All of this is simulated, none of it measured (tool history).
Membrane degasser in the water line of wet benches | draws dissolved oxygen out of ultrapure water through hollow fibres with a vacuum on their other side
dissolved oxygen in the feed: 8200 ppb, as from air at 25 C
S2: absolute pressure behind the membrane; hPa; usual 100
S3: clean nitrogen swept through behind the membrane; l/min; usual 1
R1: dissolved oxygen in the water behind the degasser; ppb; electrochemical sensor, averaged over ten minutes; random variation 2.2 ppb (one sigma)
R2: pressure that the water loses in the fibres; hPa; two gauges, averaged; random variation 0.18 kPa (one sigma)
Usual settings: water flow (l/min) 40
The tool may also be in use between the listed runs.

Run 1, day 0: usual settings. Result: R1 561.2 ppb, R2 327.9 hPa.
Run 2, day 4.896: usual settings. Result: R1 560.3 ppb, R2 332 hPa.
Run 3, day 8.008: usual settings. Result: R1 559.2 ppb, R2 333.5 hPa.
Run 4, day 11.383: usual settings but S2 185 hPa. Result: R1 1133 ppb, R2 333.6 hPa.
Run 5, day 14.762: usual settings but S2 185 hPa. Result: R1 1137.8 ppb, R2 333.4 hPa.
Run 6, day 20.033: usual settings. Result: R1 564 ppb, R2 336 hPa.
Run 7, day 23.667: usual settings but S3 0.82 l/min. Result: R1 646.3 ppb, R2 332.9 hPa.
Run 8, day 27.729: usual settings but S3 0.82 l/min. Result: R1 650.7 ppb, R2 333.4 hPa.
Run 9, day 30.846: usual settings but S3 0.82 l/min. Result: R1 649.4 ppb, R2 338.1 hPa.
Run 10, day 34.817: usual settings. Result: R1 562.9 ppb, R2 333.9 hPa.
Run 11, day 37.188: usual settings. Result: R1 567 ppb, R2 333.9 hPa.
Run 12, day 42.554: usual settings but water flow (l/min) 34. Result: R1 487.9 ppb, R2 283.8 hPa.
Run 13, day 48.062: usual settings but water flow (l/min) 34. Result: R1 490.8 ppb, R2 285.3 hPa.
Run 14, day 51.046: usual settings but water flow (l/min) 34. Result: R1 493.1 ppb, R2 282.9 hPa.
Run 15, day 55.596: usual settings but S3 2.19 l/min. Result: R1 318.6 ppb, R2 336.5 hPa.
Run 16, day 58.546: usual settings but S3 2.19 l/min. Result: R1 319.9 ppb, R2 332.4 hPa.
Run 17, day 61.779: usual settings but water flow (l/min) 44, S2 82 hPa, S3 1.79 l/min. Result: R1 318.3 ppb, R2 369 hPa.
Run 18, day 64.771: usual settings but water flow (l/min) 44, S2 82 hPa, S3 1.79 l/min. Result: R1 316.9 ppb, R2 368.2 hPa.
Run 19, day 69.65: usual settings but S2 96 hPa, S3 0.89 l/min. Result: R1 578.8 ppb, R2 335.8 hPa.
Run 20, day 72.95: usual settings but water flow (l/min) 61, S3 0.79 l/min. Result: R1 926.4 ppb, R2 509.4 hPa.
Run 21, day 75.208: usual settings but water flow (l/min) 31, S2 86 hPa, S3 1.74 l/min. Result: R1 241.8 ppb, R2 264 hPa.
Run 22, day 78.988: usual settings but water flow (l/min) 33, S2 173 hPa, S3 0.47 l/min. Result: R1 1518.7 ppb, R2 278.8 hPa.
Run 23, day 81.912: usual settings but S2 238 hPa, S3 0.47 l/min. Result: R1 2320.9 ppb, R2 336.7 hPa.

Forecast run 24:
Run 24, day 84.162: usual settings but water flow (l/min) 33, S2 238 hPa, S3 0.47 l/min. Result: R1 ?, R2 ?.

Run 24 gave R1 2078.5 ppb, R2 278.4 hPa.
Without the tool's hidden state the same run would have given R1 2068.5 ppb, R2 272 hPa.

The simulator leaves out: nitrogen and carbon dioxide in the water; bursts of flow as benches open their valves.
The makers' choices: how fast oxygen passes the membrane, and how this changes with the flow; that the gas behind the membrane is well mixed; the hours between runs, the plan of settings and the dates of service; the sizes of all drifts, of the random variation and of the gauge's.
